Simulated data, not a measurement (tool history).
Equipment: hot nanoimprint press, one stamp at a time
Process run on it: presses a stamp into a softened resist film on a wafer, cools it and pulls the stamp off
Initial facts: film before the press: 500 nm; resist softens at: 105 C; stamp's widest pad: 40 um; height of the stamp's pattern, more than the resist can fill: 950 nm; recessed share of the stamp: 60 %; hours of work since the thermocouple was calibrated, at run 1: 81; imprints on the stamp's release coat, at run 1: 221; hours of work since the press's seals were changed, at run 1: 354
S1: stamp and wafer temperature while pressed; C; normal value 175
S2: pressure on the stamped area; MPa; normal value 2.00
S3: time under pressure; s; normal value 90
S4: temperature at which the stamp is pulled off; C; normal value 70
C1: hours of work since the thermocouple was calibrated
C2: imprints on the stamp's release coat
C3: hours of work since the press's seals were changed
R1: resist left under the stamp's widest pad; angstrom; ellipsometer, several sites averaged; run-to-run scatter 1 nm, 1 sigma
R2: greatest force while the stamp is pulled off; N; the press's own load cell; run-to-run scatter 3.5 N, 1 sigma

{"run": 1, "hour": 0.0, "S1": 175, "S2": 2.0, "S3": 90, "S4": 70, "C1": 81, "C2": 221, "C3": 354, "R1": 2782, "R2": 178}
{"run": 2, "hour": 25.7, "S1": 175, "S2": 2.0, "S3": 90, "S4": 70, "C1": 97, "C2": 311, "C3": 370, "R1": 2775, "R2": 174}
{"run": 3, "hour": 54.9, "S1": 175, "S2": 2.0, "S3": 90, "S4": 70, "C1": 116, "C2": 414, "C3": 389, "R1": 2778, "R2": 180}
{"run": 4, "hour": 101.6, "S1": 175, "S2": 2.0, "S3": 90, "S4": 70, "C1": 145, "C2": 578, "C3": 419, "R1": 2806, "R2": 189}
{"run": 5, "hour": 154.2, "S1": 175, "S2": 2.0, "S3": 90, "S4": 70, "C1": 179, "C2": 763, "C3": 452, "R1": 2806, "R2": 187}
{"run": 6, "hour": 181.2, "S1": 175, "S2": 2.0, "S3": 90, "S4": 70, "C1": 196, "C2": 858, "C3": 470, "R1": 2788, "R2": 188}
{"run": 7, "hour": 227.4, "S1": 175, "S2": 2.0, "S3": 90, "S4": 70, "C1": 226, "C2": 1020, "C3": 499, "R1": 2816, "R2": 198}
{"run": 8, "hour": 249.0, "S1": 175, "S2": 2.0, "S3": 90, "S4": 70, "C1": 239, "C2": 1096, "C3": 513, "R1": 2816, "R2": 193}
{"hour": 255.4, "done": "plate thermocouple calibrated"}
{"run": 9, "hour": 294.4, "S1": 175, "S2": 2.0, "S3": 90, "S4": 70, "C1": 25, "C2": 1246, "C3": 540, "R1": 2829, "R2": 202}
{"hour": 306.8, "done": "stamp cleaned and given a new release coat"}
{"run": 10, "hour": 331.7, "S1": 178, "S2": 2.0, "S3": 90, "S4": 70, "C1": 45, "C2": 88, "C3": 560, "R1": 2609, "R2": 173}
{"run": 11, "hour": 362.6, "S1": 175, "S2": 1.29, "S3": 90, "S4": 70, "C1": 65, "C2": 196, "C3": 580, "R1": 3375, "R2": 174}
{"run": 12, "hour": 414.6, "S1": 175, "S2": 1.36, "S3": 90, "S4": 70, "C1": 98, "C2": 379, "C3": 613, "R1": 3333, "R2": 182}
{"hour": 426.2, "done": "plate thermocouple calibrated, once more"}
{"run": 13, "hour": 458.2, "S1": 179, "S2": 2.39, "S3": 126, "S4": 69, "C1": 20, "C2": 522, "C3": 639, "R1": 2044, "R2": 185}
{"run": 14, "hour": 483.7, "S1": 179, "S2": 2.39, "S3": 126, "S4": 69, "C1": 37, "C2": 612, "C3": 655, "R1": 2044, "R2": 187}
{"run": 15, "hour": 535.8, "S1": 176, "S2": 1.4, "S3": 90, "S4": 70, "C1": 70, "C2": 795, "C3": 688, "R1": 3196, "R2": 189}
{"hour": 565.4, "done": "press's hydraulic seals changed and the load cell set to zero"}
{"run": 16, "hour": 586.6, "S1": 167, "S2": 1.48, "S3": 64, "S4": 73, "C1": 97, "C2": 945, "C3": 14, "R1": 4114, "R2": 198}
{"run": 17, "hour": 610.7, "S1": 175, "S2": 2.21, "S3": 90, "S4": 75, "C1": 113, "C2": 1030, "C3": 29, "R1": 2689, "R2": 192}
{"run": 18, "hour": 653.6, "S1": 176, "S2": 2.95, "S3": 65, "S4": 62, "C1": 140, "C2": 1181, "C3": 56, "R1": 2530, "R2": 195}
{"hour": 684.9, "done": "stamp cleaned and given a new release coat"}
{"run": 19, "hour": 709.0, "S1": 182, "S2": 1.44, "S3": 174, "S4": 70, "C1": 172, "C2": 85, "C3": 88, "R1": 2161, "R2": 172}
{"run": 20, "hour": 757.0, "S1": 175, "S2": 2.0, "S3": 90, "S4": 72, "C1": 202, "C2": 253, "C3": 118, "R1": 2832, "R2": 177}
{"run": 21, "hour": 783.6, "S1": 177, "S2": 2.2, "S3": 90, "S4": 70, "C1": 219, "C2": 347, "C3": 135, "R1": 2560, "R2": 170}
{"run": 22, "hour": 818.4, "S1": 170, "S2": 1.96, "S3": 55, "S4": 70, "C1": 241, "C2": 470, "C3": 158, "R1": 3708, "R2": 180}
{"run": 23, "hour": 851.8, "S1": 170, "S2": 1.96, "S3": 55, "S4": 70, "C1": 263, "C2": 587, "C3": 179, "R1": 3686, "R2": 187}
{"run": 24, "hour": 883.6, "S1": 174, "S2": 1.96, "S3": 55, "S4": 70, "C1": 283, "C2": 698, "C3": 199, "R1": 3386, "R2": 183}

Consider 4 possible next runs. They are alternatives, not a sequence: every one starts from the tool as it was left by run 24. What does each give?
{"run": "A", "hour": 923.6, "S1": 182, "S2": 1.65, "S3": 145, "S4": 70, "C1": 308, "C2": 839, "C3": 225, "R1": "?", "R2": "?"}
{"run": "B", "hour": 923.6, "S1": 175, "S2": 1.45, "S3": 90, "S4": 77, "C1": 308, "C2": 839, "C3": 225, "R1": "?", "R2": "?"}
{"run": "C", "hour": 923.6, "S1": 186, "S2": 1.29, "S3": 90, "S4": 70, "C1": 308, "C2": 839, "C3": 225, "R1": "?", "R2": "?"}
{"run": "D", "hour": 923.6, "S1": 174, "S2": 2.29, "S3": 55, "S4": 75, "C1": 308, "C2": 839, "C3": 225, "R1": "?", "R2": "?"}

run=A R1=2168 R2=188
run=B R1=3261 R2=181
run=C R1=2566 R2=187
run=D R1=3178 R2=190
Stripped of hidden state, with their random variation kept, the same runs would have yielded:
run=A R1=2103 R2=166
run=B R1=3180 R2=159
run=C R1=2498 R2=165
run=D R1=3094 R2=168

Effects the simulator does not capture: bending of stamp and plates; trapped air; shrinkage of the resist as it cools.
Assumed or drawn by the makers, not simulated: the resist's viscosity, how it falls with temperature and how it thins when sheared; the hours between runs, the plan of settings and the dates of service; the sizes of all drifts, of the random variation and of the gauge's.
